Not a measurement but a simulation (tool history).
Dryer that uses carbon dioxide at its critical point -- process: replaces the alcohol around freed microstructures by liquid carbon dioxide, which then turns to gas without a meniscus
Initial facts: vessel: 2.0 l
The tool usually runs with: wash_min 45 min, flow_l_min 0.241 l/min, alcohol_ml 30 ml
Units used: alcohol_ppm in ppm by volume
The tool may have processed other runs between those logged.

{"run": 1, "hour": 0.0, "wash_min": 45, "flow_l_min": 0.241, "alcohol_ml": 30, "alcohol_ppm": 210}
{"run": 2, "hour": 13.2, "wash_min": 45, "flow_l_min": 0.241, "alcohol_ml": 30, "alcohol_ppm": 220}
{"run": 3, "hour": 25.7, "wash_min": 45, "flow_l_min": 0.241, "alcohol_ml": 30, "alcohol_ppm": 231}
{"run": 4, "hour": 40.3, "wash_min": 45, "flow_l_min": 0.241, "alcohol_ml": 30, "alcohol_ppm": 231}
{"run": 5, "hour": 54.7, "wash_min": 45, "flow_l_min": 0.241, "alcohol_ml": 38, "alcohol_ppm": 259}
{"run": 6, "hour": 65.0, "wash_min": 45, "flow_l_min": 0.241, "alcohol_ml": 38, "alcohol_ppm": 261}
{"run": 7, "hour": 77.8, "wash_min": 45, "flow_l_min": 0.241, "alcohol_ml": 30, "alcohol_ppm": 233}
{"run": 8, "hour": 94.8, "wash_min": 45, "flow_l_min": 0.241, "alcohol_ml": 30, "alcohol_ppm": 252}
{"run": 9, "hour": 114.4, "wash_min": 45, "flow_l_min": 0.241, "alcohol_ml": 35, "alcohol_ppm": 275}
{"run": 10, "hour": 132.7, "wash_min": 45, "flow_l_min": 0.241, "alcohol_ml": 35, "alcohol_ppm": 281}
{"run": 11, "hour": 146.1, "wash_min": 45, "flow_l_min": 0.241, "alcohol_ml": 35, "alcohol_ppm": 274}
{"run": 12, "hour": 160.9, "wash_min": 45, "flow_l_min": 0.241, "alcohol_ml": 35, "alcohol_ppm": 281}
{"run": 13, "hour": 176.7, "wash_min": 45, "flow_l_min": 0.241, "alcohol_ml": 35, "alcohol_ppm": 287}
{"run": 14, "hour": 192.2, "wash_min": 45, "flow_l_min": 0.241, "alcohol_ml": 35, "alcohol_ppm": 292}
{"run": 15, "hour": 207.5, "wash_min": 45, "flow_l_min": 0.241, "alcohol_ml": 35, "alcohol_ppm": 295}
{"run": 16, "hour": 224.3, "wash_min": 45, "flow_l_min": 0.241, "alcohol_ml": 35, "alcohol_ppm": 297}
{"run": 17, "hour": 235.2, "wash_min": 45, "flow_l_min": 0.241, "alcohol_ml": 26, "alcohol_ppm": 268}
{"run": 18, "hour": 250.7, "wash_min": 45, "flow_l_min": 0.241, "alcohol_ml": 26, "alcohol_ppm": 284}
{"run": 19, "hour": 264.1, "wash_min": 45, "flow_l_min": 0.241, "alcohol_ml": 26, "alcohol_ppm": 280}
{"run": 20, "hour": 284.0, "wash_min": 64, "flow_l_min": 0.266, "alcohol_ml": 26, "alcohol_ppm": 190}
{"run": 21, "hour": 304.5, "wash_min": 45, "flow_l_min": 0.241, "alcohol_ml": 63, "alcohol_ppm": 435}
{"run": 22, "hour": 319.7, "wash_min": 32, "flow_l_min": 0.28, "alcohol_ml": 68, "alcohol_ppm": 786}
{"run": 23, "hour": 333.8, "wash_min": 45, "flow_l_min": 0.229, "alcohol_ml": 30, "alcohol_ppm": 363}
{"run": 24, "hour": 346.5, "wash_min": 52, "flow_l_min": 0.218, "alcohol_ml": 30, "alcohol_ppm": 281}
{"run": 25, "hour": 365.1, "wash_min": 29, "flow_l_min": 0.145, "alcohol_ml": 64, "alcohol_ppm": 5505}
{"run": 26, "hour": 376.4, "wash_min": 30, "flow_l_min": 0.241, "alcohol_ml": 34, "alcohol_ppm": 903}
{"run": 27, "hour": 385.0, "wash_min": 30, "flow_l_min": 0.241, "alcohol_ml": 34, "alcohol_ppm": 905}
{"run": 28, "hour": 404.9, "wash_min": 30, "flow_l_min": 0.241, "alcohol_ml": 34, "alcohol_ppm": 942}
{"run": 29, "hour": 420.2, "wash_min": 41, "flow_l_min": 0.19, "alcohol_ml": 45, "alcohol_ppm": 1009}
{"run": 30, "hour": 434.8, "wash_min": 41, "flow_l_min": 0.19, "alcohol_ml": 45, "alcohol_ppm": 1018}
{"run": 31, "hour": 443.7, "wash_min": 41, "flow_l_min": 0.289, "alcohol_ml": 45, "alcohol_ppm": 332}
{"run": 32, "hour": 461.5, "wash_min": 30, "flow_l_min": 0.241, "alcohol_ml": 71, "alcohol_ppm": 1762}
{"run": 33, "hour": 473.3, "wash_min": 53, "flow_l_min": 0.339, "alcohol_ml": 23, "alcohol_ppm": 218}
{"run": 34, "hour": 494.0, "wash_min": 53, "flow_l_min": 0.268, "alcohol_ml": 31, "alcohol_ppm": 243}
{"run": 35, "hour": 507.4, "wash_min": 45, "flow_l_min": 0.347, "alcohol_ml": 30, "alcohol_ppm": 248}

What would each run have given without the hidden state, its run-to-run variation left as it was?
Hidden state present: flow that reaches the vessel past the clogged filter, %; alcohol in the recycled carbon dioxide, ppm; drift of the gauge itself on alcohol_ppm, %.
run=1 alcohol_ppm=70
run=2 alcohol_ppm=76
run=3 alcohol_ppm=84
run=4 alcohol_ppm=78
run=5 alcohol_ppm=96
run=6 alcohol_ppm=97
run=7 alcohol_ppm=72
run=8 alcohol_ppm=87
run=9 alcohol_ppm=94
run=10 alcohol_ppm=100
run=11 alcohol_ppm=84
run=12 alcohol_ppm=93
run=13 alcohol_ppm=92
run=14 alcohol_ppm=91
run=15 alcohol_ppm=91
run=16 alcohol_ppm=86
run=17 alcohol_ppm=65
run=18 alcohol_ppm=76
run=19 alcohol_ppm=69
run=20 alcohol_ppm=9
run=21 alcohol_ppm=165
run=22 alcohol_ppm=410
run=23 alcohol_ppm=114
run=24 alcohol_ppm=61
run=25 alcohol_ppm=4418
run=26 alcohol_ppm=506
run=27 alcohol_ppm=504
run=28 alcohol_ppm=518
run=29 alcohol_ppm=552
run=30 alcohol_ppm=550
run=31 alcohol_ppm=67
run=32 alcohol_ppm=1053
run=33 alcohol_ppm=5
run=34 alcohol_ppm=18
run=35 alcohol_ppm=17
